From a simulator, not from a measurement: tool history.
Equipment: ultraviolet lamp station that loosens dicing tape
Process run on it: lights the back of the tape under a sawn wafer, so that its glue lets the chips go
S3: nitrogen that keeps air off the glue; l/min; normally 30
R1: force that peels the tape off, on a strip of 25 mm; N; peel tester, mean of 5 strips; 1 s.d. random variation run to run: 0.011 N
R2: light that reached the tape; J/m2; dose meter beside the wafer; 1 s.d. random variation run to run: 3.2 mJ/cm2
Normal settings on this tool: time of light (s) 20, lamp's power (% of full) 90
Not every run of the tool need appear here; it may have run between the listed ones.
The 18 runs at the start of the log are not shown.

run 19 hour=581.9 | time_of_light_(s)=20 lamp's_power_(%_of_full)=90 S3=19 | R1=1.874 R2=3110
run 20 hour=617.1 | time_of_light_(s)=20 lamp's_power_(%_of_full)=90 S3=30 | R1=1.392 R2=3100
-- hour=652.4 lamp changed
run 21 hour=665.6 | time_of_light_(s)=20 lamp's_power_(%_of_full)=61 S3=30 | R1=1.344 R2=3170
run 22 hour=699.5 | time_of_light_(s)=20 lamp's_power_(%_of_full)=61 S3=30 | R1=1.339 R2=3130
run 23 hour=727.4 | time_of_light_(s)=20 lamp's_power_(%_of_full)=61 S3=30 | R1=1.369 R2=3070
run 24 hour=770.7 | time_of_light_(s)=10 lamp's_power_(%_of_full)=95 S3=30 | R1=2.137 R2=2370
run 25 hour=814.1 | time_of_light_(s)=20 lamp's_power_(%_of_full)=82 S3=21 | R1=1.063 R2=4090
run 26 hour=841.8 | time_of_light_(s)=20 lamp's_power_(%_of_full)=82 S3=21 | R1=1.101 R2=4000
-- hour=846.7 window cleaned of glue's vapour
run 27 hour=864.8 | time_of_light_(s)=20 lamp's_power_(%_of_full)=82 S3=21 | R1=0.916 R2=4400
run 28 hour=903.8 | time_of_light_(s)=19 lamp's_power_(%_of_full)=90 S3=27 | R1=0.692 R2=4560
run 29 hour=931.9 | time_of_light_(s)=20 lamp's_power_(%_of_full)=67 S3=25 | R1=1.215 R2=3520
run 30 hour=972.4 | time_of_light_(s)=20 lamp's_power_(%_of_full)=67 S3=25 | R1=1.305 R2=3460
run 31 hour=1004.9 | time_of_light_(s)=28 lamp's_power_(%_of_full)=68 S3=13 | R1=1.127 R2=4900
run 32 hour=1027.7 | time_of_light_(s)=12 lamp's_power_(%_of_full)=75 S3=13 | R1=3.353 R2=2320
run 33 hour=1053.5 | time_of_light_(s)=12 lamp's_power_(%_of_full)=80 S3=10 | R1=3.439 R2=2420
run 34 hour=1091.5 | time_of_light_(s)=12 lamp's_power_(%_of_full)=80 S3=10 | R1=3.531 R2=2390
run 35 hour=1136.2 | time_of_light_(s)=35 lamp's_power_(%_of_full)=82 S3=36 | R1=0.178 R2=7030
run 36 hour=1158.2 | time_of_light_(s)=35 lamp's_power_(%_of_full)=82 S3=36 | R1=0.179 R2=6960
run 37 hour=1197.1 | time_of_light_(s)=11 lamp's_power_(%_of_full)=100 S3=56 | R1=1.34 R2=2650
run 38 hour=1237.1 | time_of_light_(s)=30 lamp's_power_(%_of_full)=92 S3=18 | R1=0.397 R2=6530
run 39 hour=1260.2 | time_of_light_(s)=30 lamp's_power_(%_of_full)=92 S3=18 | R1=0.435 R2=6530
run 40 hour=1288.6 | time_of_light_(s)=34 lamp's_power_(%_of_full)=61 S3=58 | R1=0.307 R2=4860
run 41 hour=1315.9 | time_of_light_(s)=34 lamp's_power_(%_of_full)=95 S3=58 | R1=0.115 R2=7460
run 42 hour=1363.1 | time_of_light_(s)=34 lamp's_power_(%_of_full)=95 S3=58 | R1=0.113 R2=7260
run 43 hour=1407.1 | time_of_light_(s)=34 lamp's_power_(%_of_full)=95 S3=58 | R1=0.133 R2=7260

Predict each of these 3 candidate next runs independently; none follows another, all start after run 43:
run A hour=1428.8 | time_of_light_(s)=20 lamp's_power_(%_of_full)=67 S3=15 | R1=? R2=?
run B hour=1428.8 | time_of_light_(s)=36 lamp's_power_(%_of_full)=65 S3=24 | R1=? R2=?
run C hour=1428.8 | time_of_light_(s)=32 lamp's_power_(%_of_full)=90 S3=48 | R1=? R2=?

run=A R1=2.219 R2=2950
run=B R1=0.553 R2=5170
run=C R1=0.165 R2=6370
Take away the tool's hidden state, keep each run's random variation, and the runs would have read:
run=A R1=1.536 R2=3760
run=B R1=0.295 R2=6600
run=C R1=0.105 R2=8120
